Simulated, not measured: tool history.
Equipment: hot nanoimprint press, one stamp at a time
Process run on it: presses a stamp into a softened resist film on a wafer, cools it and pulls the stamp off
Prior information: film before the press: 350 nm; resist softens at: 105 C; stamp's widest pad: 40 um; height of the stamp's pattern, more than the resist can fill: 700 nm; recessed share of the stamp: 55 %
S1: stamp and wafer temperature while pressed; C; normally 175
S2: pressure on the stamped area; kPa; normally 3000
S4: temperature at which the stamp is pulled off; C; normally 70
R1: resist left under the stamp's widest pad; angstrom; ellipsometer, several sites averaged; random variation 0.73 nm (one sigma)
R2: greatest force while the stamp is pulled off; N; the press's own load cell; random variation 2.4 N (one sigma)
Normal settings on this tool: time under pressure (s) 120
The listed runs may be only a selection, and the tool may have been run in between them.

run 1 hour=0 | S1=175 S2=3000 time_under_pressure_(s)=120 S4=70 | R1=1672 R2=116
run 2 hour=41 | S1=175 S2=3420 time_under_pressure_(s)=120 S4=70 | R1=1586 R2=109
run 3 hour=67.1 | S1=175 S2=3000 time_under_pressure_(s)=112 S4=70 | R1=1724 R2=112
run 4 hour=87.1 | S1=175 S2=3000 time_under_pressure_(s)=112 S4=70 | R1=1702 R2=109
run 5 hour=124.1 | S1=175 S2=3000 time_under_pressure_(s)=120 S4=70 | R1=1677 R2=112
run 6 hour=158.5 | S1=175 S2=3000 time_under_pressure_(s)=120 S4=70 | R1=1664 R2=112
run 7 hour=186.2 | S1=175 S2=1810 time_under_pressure_(s)=120 S4=70 | R1=2056 R2=111
run 8 hour=224 | S1=175 S2=1810 time_under_pressure_(s)=120 S4=70 | R1=2050 R2=110
run 9 hour=261.9 | S1=175 S2=1810 time_under_pressure_(s)=120 S4=70 | R1=2068 R2=112
run 10 hour=284 | S1=175 S2=3000 time_under_pressure_(s)=120 S4=70 | R1=1680 R2=109
run 11 hour=322 | S1=175 S2=4440 time_under_pressure_(s)=120 S4=70 | R1=1398 R2=109
run 12 hour=342.7 | S1=175 S2=4440 time_under_pressure_(s)=120 S4=70 | R1=1410 R2=114
run 13 hour=380.8 | S1=175 S2=4440 time_under_pressure_(s)=120 S4=70 | R1=1393 R2=111
run 14 hour=417.8 | S1=175 S2=3000 time_under_pressure_(s)=120 S4=70 | R1=1664 R2=116
run 15 hour=442.2 | S1=175 S2=3000 time_under_pressure_(s)=120 S4=70 | R1=1676 R2=111
-- hour=450.9 plate thermocouple calibrated
-- hour=463.1 stamp cleaned and given a new release coat
run 16 hour=479.4 | S1=175 S2=3000 time_under_pressure_(s)=120 S4=58 | R1=1675 R2=124
run 17 hour=514 | S1=175 S2=3000 time_under_pressure_(s)=120 S4=58 | R1=1670 R2=127
run 18 hour=555.2 | S1=175 S2=3000 time_under_pressure_(s)=120 S4=58 | R1=1675 R2=126
run 19 hour=594.4 | S1=184 S2=4740 time_under_pressure_(s)=230 S4=56 | R1=676 R2=124
run 20 hour=618.1 | S1=184 S2=3120 time_under_pressure_(s)=107 S4=56 | R1=1172 R2=128
run 21 hour=650 | S1=178 S2=3040 time_under_pressure_(s)=74 S4=66 | R1=1754 R2=115
-- hour=685.4 press's hydraulic seals changed and the load cell set to zero
run 22 hour=699.1 | S1=175 S2=4060 time_under_pressure_(s)=120 S4=60 | R1=1442 R2=126
run 23 hour=740.9 | S1=165 S2=3000 time_under_pressure_(s)=104 S4=70 | R1=2523 R2=109
run 24 hour=783.2 | S1=175 S2=2010 time_under_pressure_(s)=120 S4=70 | R1=1972 R2=110
run 25 hour=803.6 | S1=175 S2=4770 time_under_pressure_(s)=122 S4=70 | R1=1344 R2=114
run 26 hour=825 | S1=168 S2=3000 time_under_pressure_(s)=212 S4=70 | R1=1836 R2=113
run 27 hour=849.3 | S1=167 S2=4380 time_under_pressure_(s)=122 S4=65 | R1=1965 R2=120
run 28 hour=891.4 | S1=167 S2=3460 time_under_pressure_(s)=122 S4=67 | R1=2148 R2=120
run 29 hour=910.9 | S1=182 S2=3460 time_under_pressure_(s)=99 S4=72 | R1=1262 R2=113

5 options for the next run, each taken on its own from the tool as it stands now. Forecast them:
run A hour=937.2 | S1=175 S2=3000 time_under_pressure_(s)=95 S4=70 | R1=? R2=?
run B hour=937.2 | S1=163 S2=3000 time_under_pressure_(s)=120 S4=70 | R1=? R2=?
run C hour=937.2 | S1=182 S2=3270 time_under_pressure_(s)=110 S4=77 | R1=? R2=?
run D hour=937.2 | S1=178 S2=3460 time_under_pressure_(s)=99 S4=60 | R1=? R2=?
run E hour=937.2 | S1=182 S2=2120 time_under_pressure_(s)=99 S4=65 | R1=? R2=?

run=A R1=1822 R2=109
run=B R1=2565 R2=109
run=C R1=1233 R2=101
run=D R1=1479 R2=121
run=E R1=1594 R2=117
What these runs would have given with no unlogged condition in the tool:
run=A R1=1820 R2=108
run=B R1=2563 R2=108
run=C R1=1232 R2=100
run=D R1=1478 R2=121
run=E R1=1592 R2=117

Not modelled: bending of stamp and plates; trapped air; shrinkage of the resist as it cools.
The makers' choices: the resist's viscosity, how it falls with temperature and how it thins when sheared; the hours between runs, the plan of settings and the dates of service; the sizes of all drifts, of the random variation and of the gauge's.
